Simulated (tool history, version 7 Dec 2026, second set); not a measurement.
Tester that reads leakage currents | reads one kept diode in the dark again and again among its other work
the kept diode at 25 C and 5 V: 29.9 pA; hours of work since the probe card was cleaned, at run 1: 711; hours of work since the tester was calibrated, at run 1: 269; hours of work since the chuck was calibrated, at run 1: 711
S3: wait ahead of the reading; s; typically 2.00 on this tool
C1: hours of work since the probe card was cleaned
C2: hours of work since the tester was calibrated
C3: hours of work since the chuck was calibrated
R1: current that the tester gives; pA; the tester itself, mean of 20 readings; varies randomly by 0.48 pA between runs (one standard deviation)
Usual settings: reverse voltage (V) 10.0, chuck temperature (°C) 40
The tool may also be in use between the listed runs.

run 1 hour=0.0 | reverse_voltage_(V)=10.0 chuck_temperature_(°C)=40 S3=2.00 | C1=711 C2=269 C3=711 | R1=155.80
run 2 hour=59.6 | reverse_voltage_(V)=9.5 chuck_temperature_(°C)=40 S3=2.00 | C1=752 C2=309 C3=752 | R1=151.10
run 3 hour=135.2 | reverse_voltage_(V)=9.5 chuck_temperature_(°C)=40 S3=2.00 | C1=803 C2=361 C3=803 | R1=151.21
run 4 hour=209.9 | reverse_voltage_(V)=10.0 chuck_temperature_(°C)=40 S3=2.00 | C1=854 C2=412 C3=854 | R1=155.05
-- hour=230.2 chuck's temperature calibrated
run 5 hour=291.4 | reverse_voltage_(V)=2.3 chuck_temperature_(°C)=40 S3=2.00 | C1=909 C2=466 C3=42 | R1=75.56
run 6 hour=373.4 | reverse_voltage_(V)=2.3 chuck_temperature_(°C)=40 S3=2.00 | C1=965 C2=522 C3=98 | R1=75.27
run 7 hour=475.8 | reverse_voltage_(V)=4.2 chuck_temperature_(°C)=40 S3=2.00 | C1=1035 C2=592 C3=168 | R1=102.88
run 8 hour=582.8 | reverse_voltage_(V)=4.2 chuck_temperature_(°C)=40 S3=2.00 | C1=1108 C2=665 C3=241 | R1=102.18
run 9 hour=655.2 | reverse_voltage_(V)=4.2 chuck_temperature_(°C)=40 S3=2.00 | C1=1157 C2=714 C3=290 | R1=102.70
run 10 hour=752.1 | reverse_voltage_(V)=4.2 chuck_temperature_(°C)=40 S3=2.00 | C1=1223 C2=781 C3=356 | R1=101.97
run 11 hour=827.3 | reverse_voltage_(V)=4.2 chuck_temperature_(°C)=40 S3=2.00 | C1=1274 C2=832 C3=408 | R1=101.67
run 12 hour=919.3 | reverse_voltage_(V)=4.2 chuck_temperature_(°C)=40 S3=2.00 | C1=1337 C2=895 C3=470 | R1=101.84
run 13 hour=1003.2 | reverse_voltage_(V)=4.2 chuck_temperature_(°C)=40 S3=2.00 | C1=1394 C2=952 C3=528 | R1=101.20
run 14 hour=1078.0 | reverse_voltage_(V)=10.0 chuck_temperature_(°C)=40 S3=2.00 | C1=1446 C2=1003 C3=579 | R1=160.97
run 15 hour=1180.9 | reverse_voltage_(V)=10.0 chuck_temperature_(°C)=40 S3=2.00 | C1=1516 C2=1073 C3=649 | R1=161.31
run 16 hour=1236.0 | reverse_voltage_(V)=10.0 chuck_temperature_(°C)=40 S3=2.00 | C1=1553 C2=1111 C3=686 | R1=161.44
run 17 hour=1305.0 | reverse_voltage_(V)=10.0 chuck_temperature_(°C)=40 S3=2.00 | C1=1600 C2=1158 C3=734 | R1=160.30
run 18 hour=1354.6 | reverse_voltage_(V)=10.0 chuck_temperature_(°C)=40 S3=2.00 | C1=1634 C2=1192 C3=767 | R1=161.05
run 19 hour=1463.8 | reverse_voltage_(V)=10.0 chuck_temperature_(°C)=40 S3=2.00 | C1=1709 C2=1266 C3=842 | R1=160.49
-- hour=1506.6 chuck's temperature calibrated
run 20 hour=1554.4 | reverse_voltage_(V)=10.0 chuck_temperature_(°C)=40 S3=2.00 | C1=1769 C2=1327 C3=33 | R1=172.95
run 21 hour=1621.0 | reverse_voltage_(V)=2.4 chuck_temperature_(°C)=40 S3=2.00 | C1=1815 C2=1372 C3=78 | R1=79.37
run 22 hour=1723.0 | reverse_voltage_(V)=2.4 chuck_temperature_(°C)=40 S3=2.00 | C1=1884 C2=1442 C3=148 | R1=78.72
run 23 hour=1811.0 | reverse_voltage_(V)=2.4 chuck_temperature_(°C)=40 S3=2.00 | C1=1944 C2=1502 C3=208 | R1=79.18
run 24 hour=1871.6 | reverse_voltage_(V)=10.0 chuck_temperature_(°C)=39 S3=3.06 | C1=1986 C2=1543 C3=249 | R1=158.06
run 25 hour=1946.9 | reverse_voltage_(V)=9.0 chuck_temperature_(°C)=59 S3=5.54 | C1=2037 C2=1595 C3=301 | R1=665.58
run 26 hour=1997.2 | reverse_voltage_(V)=9.0 chuck_temperature_(°C)=59 S3=5.54 | C1=2071 C2=1629 C3=335 | R1=665.97
run 27 hour=2081.9 | reverse_voltage_(V)=9.0 chuck_temperature_(°C)=59 S3=5.54 | C1=2129 C2=1687 C3=393 | R1=664.07
run 28 hour=2161.6 | reverse_voltage_(V)=2.8 chuck_temperature_(°C)=40 S3=3.71 | C1=2184 C2=1741 C3=447 | R1=84.36
run 29 hour=2219.3 | reverse_voltage_(V)=2.1 chuck_temperature_(°C)=28 S3=5.22 | C1=2223 C2=1781 C3=486 | R1=27.63
run 30 hour=2298.6 | reverse_voltage_(V)=2.1 chuck_temperature_(°C)=28 S3=5.22 | C1=2277 C2=1835 C3=541 | R1=27.73
run 31 hour=2384.3 | reverse_voltage_(V)=10.0 chuck_temperature_(°C)=36 S3=4.49 | C1=2336 C2=1893 C3=599 | R1=125.23
run 32 hour=2473.7 | reverse_voltage_(V)=5.3 chuck_temperature_(°C)=22 S3=2.00 | C1=2397 C2=1954 C3=660 | R1=32.31
run 33 hour=2578.0 | reverse_voltage_(V)=5.3 chuck_temperature_(°C)=22 S3=2.00 | C1=2468 C2=2025 C3=731 | R1=32.70
run 34 hour=2633.0 | reverse_voltage_(V)=5.3 chuck_temperature_(°C)=22 S3=2.00 | C1=2505 C2=2063 C3=769 | R1=32.44
run 35 hour=2717.9 | reverse_voltage_(V)=1.5 chuck_temperature_(°C)=49 S3=2.00 | C1=2563 C2=2121 C3=827 | R1=119.01
-- hour=2785.4 chuck's temperature calibrated
run 36 hour=2827.6 | reverse_voltage_(V)=1.5 chuck_temperature_(°C)=49 S3=2.00 | C1=2637 C2=2194 C3=29 | R1=128.19
run 37 hour=2892.7 | reverse_voltage_(V)=10.3 chuck_temperature_(°C)=49 S3=2.00 | C1=2681 C2=2239 C3=73 | R1=355.74
-- hour=2917.0 probe card cleaned and baked
run 38 hour=2971.0 | reverse_voltage_(V)=10.3 chuck_temperature_(°C)=49 S3=2.00 | C1=37 C2=2290 C3=125 | R1=333.62
run 39 hour=3051.1 | reverse_voltage_(V)=10.3 chuck_temperature_(°C)=49 S3=2.00 | C1=91 C2=2345 C3=179 | R1=334.56
run 40 hour=3129.3 | reverse_voltage_(V)=2.4 chuck_temperature_(°C)=38 S3=3.48 | C1=145 C2=2398 C3=233 | R1=63.88

3 ways to go on from here, each from the tool as it stands after run 40. What would each give?
run A hour=3183.9 | reverse_voltage_(V)=10.0 chuck_temperature_(°C)=23 S3=2.00 | C1=182 C2=2435 C3=270 | R1=?
run B hour=3183.9 | reverse_voltage_(V)=10.0 chuck_temperature_(°C)=47 S3=0.67 | C1=182 C2=2435 C3=270 | R1=?
run C hour=3183.9 | reverse_voltage_(V)=2.4 chuck_temperature_(°C)=38 S3=4.45 | C1=182 C2=2435 C3=270 | R1=?

run=A R1=37.59
run=B R1=280.89
run=C R1=64.00
With no hidden state in the tool, these same runs would have given:
run=A R1=36.76
run=B R1=284.21
run=C R1=64.78
